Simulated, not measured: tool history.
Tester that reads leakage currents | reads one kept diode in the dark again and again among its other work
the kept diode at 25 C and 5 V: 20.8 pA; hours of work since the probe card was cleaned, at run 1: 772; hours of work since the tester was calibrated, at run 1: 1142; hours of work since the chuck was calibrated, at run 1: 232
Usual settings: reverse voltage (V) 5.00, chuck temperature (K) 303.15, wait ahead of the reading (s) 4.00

run,hour,reverse voltage (V),chuck temperature (K),wait ahead of the reading (s),hours of work since the probe card was cleaned,hours of work since the tester was calibrated,hours of work since the chuck was calibrated,current that the tester gives (pA)
1,0.0,5.00,303.15,4.00,772,1142,232,33.34
2,72.7,5.00,303.15,4.00,822,1192,282,33.54
3,140.9,5.00,328.15,4.00,868,1238,328,163.03
4,229.2,5.00,303.15,4.00,928,1298,388,34.11
5,301.1,5.00,303.15,4.00,977,1347,438,34.52
6,366.2,5.00,303.15,4.00,1022,1392,482,34.26
7,468.0,5.00,303.15,4.00,1091,1461,551,34.87
8,511.9,5.00,303.15,4.00,1121,1491,581,34.96
9,559.4,5.00,303.15,4.00,1154,1524,614,35.15
10,631.8,5.00,303.15,4.00,1203,1573,663,35.35
11,715.6,5.00,303.15,4.00,1260,1630,720,35.84
12,774.9,5.00,303.15,4.00,1301,1671,761,36.01
13,866.2,5.00,303.15,0.93,1363,1733,823,37.22
14,947.1,5.00,303.15,4.00,1418,1788,878,36.78
15,1006.5,5.00,303.15,4.08,1459,1829,919,36.86
16,1084.7,5.00,303.15,4.08,1512,1882,972,37.14
17,1170.5,5.00,303.15,4.00,1571,1941,1031,37.34
18,1268.1,5.00,303.15,4.00,1637,2007,1097,37.56
19,1338.0,5.00,303.15,4.00,1685,2055,1145,37.79
20,1414.0,5.00,303.15,4.00,1737,2107,1197,38.27
21,1489.2,5.00,303.15,4.00,1788,2158,1248,38.53
22,1554.4,5.00,333.15,4.00,1833,2203,1293,232.71
23,1622.3,5.00,333.15,4.00,1879,2249,1339,232.68
24,1722.2,5.00,307.15,0.39,1947,2317,1407,52.62
25,1776.7,4.84,303.15,4.00,1984,2354,1445,38.79
26,1837.3,7.20,328.15,9.68,2026,2396,1486,213.55

Run 27 comes next. What will it give?
27,1901.5,7.20,328.15,9.68,2070,2440,1530,?

Run 27 gave current that the tester gives (pA) 215.23.
Without the tool's hidden state the same run would have given current that the tester gives (pA) 192.00.
